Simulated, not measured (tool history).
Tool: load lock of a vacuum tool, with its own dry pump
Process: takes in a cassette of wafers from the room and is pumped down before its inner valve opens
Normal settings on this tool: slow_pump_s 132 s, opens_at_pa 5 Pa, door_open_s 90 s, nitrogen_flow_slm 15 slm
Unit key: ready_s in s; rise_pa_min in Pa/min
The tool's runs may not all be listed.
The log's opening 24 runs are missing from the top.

| run | hour | slow_pump_s | opens_at_pa | door_open_s | nitrogen_flow_slm | incoming humidity of the room's air, % | ready_s | rise_pa_min |
|---|---|---|---|---|---|---|---|---|
| 25 | 2799.6 | 132 | 5 | 124 | 24 | 47.7 | 306.3 | 0.069 |
| 26 | 2953.2 | 132 | 9 | 36 | 24 | 47.0 | 294.6 | 0.051 |
| 27 | 3027.9 | 132 | 9 | 27 | 24 | 48.1 | 291.6 | 0.042 |
| 28 | 3188.4 | 132 | 4 | 136 | 24 | 46.7 | 314.4 | 0.069 |
| 29 | 3308.5 | 132 | 5 | 136 | 4 | 46.3 | 308.4 | 0.112 |
| 30 | 3442.1 | 89 | 5 | 44 | 4 | 46.1 | 281.3 | 0.072 |
| 31 | 3570.5 | 132 | 5 | 90 | 9 | 46.5 | 309.9 | 0.089 |
| 32 | 3644.9 | 210 | 5 | 118 | 11 | 43.7 | 362.0 | 0.087 |
| 33 | 3743.6 | 245 | 6 | 113 | 9 | 45.6 | 379.5 | 0.095 |
| 34 | 3820.0 | 254 | 5 | 71 | 15 | 44.6 | 396.0 | 0.071 |
| 35 | 3925.3 | 132 | 5 | 238 | 33 | 43.6 | 310.9 | 0.079 |

Consider 4 possible next runs. They are alternatives, not a sequence: every one starts from the tool as it was left by run 35. What does each give?
| A | 4055.8 | 132 | 5 | 140 | 33 | 43.5 | ? | ? |
| B | 4055.8 | 111 | 6 | 123 | 33 | 46.8 | ? | ? |
| C | 4055.8 | 132 | 6 | 238 | 25 | 45.4 | ? | ? |
| D | 4055.8 | 110 | 8 | 68 | 33 | 45.8 | ? | ? |

| run | ready_s | rise_pa_min |
|---|---|---|
| A | 310.0 | 0.067 |
| B | 290.4 | 0.067 |
| C | 304.4 | 0.099 |
| D | 284.2 | 0.055 |
What these runs would have given with no unlogged condition in the tool:
| run | ready_s | rise_pa_min |
|---|---|---|
| A | 290.3 | 0.037 |
| B | 270.5 | 0.037 |
| C | 285.6 | 0.068 |
| D | 265.3 | 0.025 |

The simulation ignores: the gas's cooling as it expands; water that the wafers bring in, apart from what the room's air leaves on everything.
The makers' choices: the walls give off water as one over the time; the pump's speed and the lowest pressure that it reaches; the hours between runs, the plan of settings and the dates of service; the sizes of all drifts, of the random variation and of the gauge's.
